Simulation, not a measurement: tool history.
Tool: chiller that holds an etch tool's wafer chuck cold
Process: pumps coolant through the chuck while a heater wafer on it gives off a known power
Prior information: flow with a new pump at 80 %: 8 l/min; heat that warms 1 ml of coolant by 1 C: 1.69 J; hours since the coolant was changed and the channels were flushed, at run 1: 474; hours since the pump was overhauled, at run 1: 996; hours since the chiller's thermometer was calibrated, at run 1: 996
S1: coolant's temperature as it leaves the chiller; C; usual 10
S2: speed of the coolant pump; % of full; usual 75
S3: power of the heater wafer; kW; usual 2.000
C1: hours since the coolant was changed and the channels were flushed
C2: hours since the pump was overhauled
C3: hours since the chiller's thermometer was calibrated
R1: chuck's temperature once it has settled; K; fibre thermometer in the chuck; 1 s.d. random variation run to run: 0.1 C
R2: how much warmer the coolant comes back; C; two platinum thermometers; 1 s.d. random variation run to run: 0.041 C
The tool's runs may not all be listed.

run 1 hour=0.0 | S1=10 S2=75 S3=2.000 | C1=474 C2=996 C3=996 | R1=305.35 R2=9.39
run 2 hour=103.6 | S1=10 S2=75 S3=2.000 | C1=578 C2=1100 C3=1100 | R1=305.35 R2=9.44
run 3 hour=171.8 | S1=10 S2=75 S3=2.000 | C1=646 C2=1168 C3=1168 | R1=305.35 R2=9.51
run 4 hour=236.7 | S1=10 S2=75 S3=2.000 | C1=711 C2=1233 C3=1233 | R1=305.25 R2=9.51
run 5 hour=352.6 | S1=10 S2=75 S3=2.000 | C1=827 C2=1349 C3=1349 | R1=305.25 R2=9.48
run 6 hour=448.4 | S1=10 S2=75 S3=2.000 | C1=923 C2=1444 C3=1444 | R1=305.35 R2=9.46
run 7 hour=558.2 | S1=10 S2=75 S3=2.000 | C1=1033 C2=1554 C3=1554 | R1=305.25 R2=9.54
run 8 hour=640.4 | S1=13 S2=75 S3=2.000 | C1=1115 C2=1637 C3=1637 | R1=308.35 R2=9.47
run 9 hour=739.8 | S1=13 S2=75 S3=2.000 | C1=1214 C2=1736 C3=1736 | R1=308.25 R2=9.44
run 10 hour=810.2 | S1=13 S2=75 S3=2.000 | C1=1285 C2=1806 C3=1806 | R1=308.25 R2=9.49
run 11 hour=916.8 | S1=13 S2=75 S3=2.000 | C1=1391 C2=1913 C3=1913 | R1=308.25 R2=9.47
run 12 hour=1032.8 | S1=10 S2=75 S3=1.487 | C1=1507 C2=2029 C3=2029 | R1=299.65 R2=7.04
run 13 hour=1136.8 | S1=10 S2=75 S3=1.487 | C1=1611 C2=2133 C3=2133 | R1=299.45 R2=7.04
run 14 hour=1253.5 | S1=10 S2=75 S3=2.078 | C1=1728 C2=2250 C3=2250 | R1=306.15 R2=9.79
run 15 hour=1407.0 | S1=10 S2=75 S3=2.078 | C1=1881 C2=2403 C3=2403 | R1=305.95 R2=9.88
run 16 hour=1503.8 | S1=10 S2=89 S3=2.000 | C1=1978 C2=2500 C3=2500 | R1=301.95 R2=7.92
run 17 hour=1653.7 | S1=10 S2=75 S3=2.000 | C1=2128 C2=2650 C3=2650 | R1=305.25 R2=9.54
run 18 hour=1719.9 | S1=1 S2=86 S3=2.000 | C1=2194 C2=2716 C3=2716 | R1=293.65 R2=8.16
run 19 hour=1784.4 | S1=5 S2=75 S3=1.752 | C1=2259 C2=2781 C3=2781 | R1=297.55 R2=8.27
-- hour=1907.2 chiller's thermometer calibrated
run 20 hour=1930.2 | S1=5 S2=75 S3=1.752 | C1=2404 C2=2925 C3=23 | R1=297.55 R2=8.34
run 21 hour=2005.4 | S1=5 S2=75 S3=1.752 | C1=2479 C2=3000 C3=98 | R1=297.65 R2=8.31
run 22 hour=2076.6 | S1=10 S2=97 S3=1.752 | C1=2550 C2=3072 C3=169 | R1=298.35 R2=6.34
run 23 hour=2162.2 | S1=15 S2=91 S3=1.141 | C1=2636 C2=3157 C3=255 | R1=298.55 R2=4.40
run 24 hour=2286.1 | S1=2 S2=100 S3=2.159 | C1=2760 C2=3281 C3=379 | R1=293.35 R2=7.65
run 25 hour=2409.2 | S1=17 S2=64 S3=1.847 | C1=2883 C2=3404 C3=502 | R1=314.05 R2=10.38
run 26 hour=2564.6 | S1=4 S2=62 S3=2.000 | C1=3038 C2=3560 C3=657 | R1=303.85 R2=11.62
-- hour=2616.1 coolant changed, channels flushed
run 27 hour=2677.4 | S1=10 S2=75 S3=2.187 | C1=61 C2=3667 C3=764 | R1=307.45 R2=10.33
run 28 hour=2811.5 | S1=10 S2=89 S3=2.187 | C1=195 C2=3801 C3=898 | R1=303.65 R2=8.75
run 29 hour=2929.9 | S1=2 S2=75 S3=1.597 | C1=314 C2=3919 C3=1017 | R1=293.05 R2=7.54
run 30 hour=3000.7 | S1=2 S2=75 S3=1.597 | C1=385 C2=3990 C3=1088 | R1=292.95 R2=7.64
run 31 hour=3074.2 | S1=7 S2=83 S3=1.597 | C1=458 C2=4063 C3=1161 | R1=296.25 R2=6.88
run 32 hour=3230.5 | S1=8 S2=89 S3=2.642 | C1=614 C2=4220 C3=1317 | R1=305.95 R2=10.46
run 33 hour=3296.3 | S1=14 S2=64 S3=2.642 | C1=680 C2=4285 C3=1383 | R1=321.35 R2=14.81

Hidden state at the last listed run before each entry between runs and at the first one after, where it differs:
Between runs 19 and 20: chiller's thermometer calibrated (hour 1907.2)
  coolant's true temperature over the reading, C: 0.01 -> 0
Between runs 26 and 27: coolant changed, channels flushed (hour 2616.1)
  heat passed by the chuck's channels, % of clean ones': 99.8 -> 100
